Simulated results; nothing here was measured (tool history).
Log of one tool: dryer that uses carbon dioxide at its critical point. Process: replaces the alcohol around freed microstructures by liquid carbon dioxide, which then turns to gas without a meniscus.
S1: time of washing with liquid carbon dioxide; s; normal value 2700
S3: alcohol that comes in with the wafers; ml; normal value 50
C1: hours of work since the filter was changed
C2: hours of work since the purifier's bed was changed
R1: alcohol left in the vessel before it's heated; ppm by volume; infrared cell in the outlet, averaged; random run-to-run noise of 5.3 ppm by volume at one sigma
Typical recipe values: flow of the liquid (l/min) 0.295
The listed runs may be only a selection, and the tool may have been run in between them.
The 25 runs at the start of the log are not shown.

Run 26, day 8.883: usual settings but S1 2160 s, flow of the liquid (l/min) 0.259, S3 44 ml; C1 86; C2 236. Result: R1 659 ppm by volume.
Run 27, day 9.308: usual settings but S1 2160 s, flow of the liquid (l/min) 0.259, S3 44 ml; C1 89; C2 239. Result: R1 656 ppm by volume.
Run 28, day 9.808: usual settings but S1 2160 s, flow of the liquid (l/min) 0.259, S3 44 ml; C1 93; C2 243. Result: R1 664 ppm by volume.
Run 29, day 10.312: usual settings but S1 4320 s, flow of the liquid (l/min) 0.271; C1 97; C2 247. Result: R1 77 ppm by volume.
Run 30, day 10.596: usual settings but S1 4320 s, flow of the liquid (l/min) 0.271; C1 100; C2 250. Result: R1 76 ppm by volume.
Run 31, day 11.038: usual settings but S1 1740 s; C1 103; C2 253. Result: R1 945 ppm by volume.
Run 32, day 11.538: usual settings but S1 4020 s, S3 103 ml; C1 108; C2 258. Result: R1 105 ppm by volume.
Run 33, day 11.962: usual settings but S1 3780 s, flow of the liquid (l/min) 0.457; C1 111; C2 261. Result: R1 73 ppm by volume.
Run 34, day 12.217: usual settings but S1 1860 s, flow of the liquid (l/min) 0.254, S3 61 ml; C1 113; C2 263. Result: R1 1549 ppm by volume.
Run 35, day 12.492: usual settings but S1 1860 s, flow of the liquid (l/min) 0.254, S3 61 ml; C1 115; C2 266. Result: R1 1519 ppm by volume.
Run 36, day 12.75: usual settings but S1 3840 s, flow of the liquid (l/min) 0.415, S3 36 ml; C1 118; C2 268. Result: R1 70 ppm by volume.
Run 37, day 13.142: usual settings but S1 3840 s, flow of the liquid (l/min) 0.415, S3 36 ml; C1 121; C2 271. Result: R1 74 ppm by volume.
Run 38, day 13.504: usual settings but S1 2100 s, flow of the liquid (l/min) 0.237, S3 30 ml; C1 124; C2 274. Result: R1 678 ppm by volume.
Run 39, day 13.975: usual settings but S1 1980 s; C1 128; C2 278. Result: R1 652 ppm by volume.
Run 40, day 14.233: usual settings but S1 1980 s, flow of the liquid (l/min) 0.298, S3 78 ml; C1 130; C2 280. Result: R1 932 ppm by volume.
Run 41, day 14.538: usual settings but flow of the liquid (l/min) 0.353, S3 33 ml; C1 132; C2 282. Result: R1 108 ppm by volume.
Run 42, day 14.746: usual settings but flow of the liquid (l/min) 0.353, S3 33 ml; C1 134; C2 284. Result: R1 107 ppm by volume.
Run 43, day 15.05: usual settings but S1 3840 s, flow of the liquid (l/min) 0.498, S3 43 ml; C1 137; C2 287. Result: R1 78 ppm by volume.
Run 44, day 15.388: usual settings but S1 2340 s, flow of the liquid (l/min) 0.309, S3 43 ml; C1 139; C2 289. Result: R1 285 ppm by volume.
Run 45, day 15.717: usual settings but S1 1620 s, flow of the liquid (l/min) 0.392, S3 31 ml; C1 142; C2 292. Result: R1 327 ppm by volume.
Run 46, day 16.162: usual settings but S1 2280 s, flow of the liquid (l/min) 0.339, S3 96 ml; C1 146; C2 296. Result: R1 409 ppm by volume.

Each row is a separate what-if for the run after 46, all from the same tool condition, not one after another. Results?
Run A, day 16.458: usual settings but S1 2280 s, flow of the liquid (l/min) 0.291, S3 63 ml; C1 148; C2 298. Result: R1 ?.
Run B, day 16.458: usual settings but flow of the liquid (l/min) 0.423; C1 148; C2 298. Result: R1 ?.
Run C, day 16.458: usual settings but S3 39 ml; C1 148; C2 298. Result: R1 ?.

run   R1
  A  532
  B   93
  C  202
With no hidden state in the tool, these same runs would have given:
run   R1
  A  373
  B   14
  C  101

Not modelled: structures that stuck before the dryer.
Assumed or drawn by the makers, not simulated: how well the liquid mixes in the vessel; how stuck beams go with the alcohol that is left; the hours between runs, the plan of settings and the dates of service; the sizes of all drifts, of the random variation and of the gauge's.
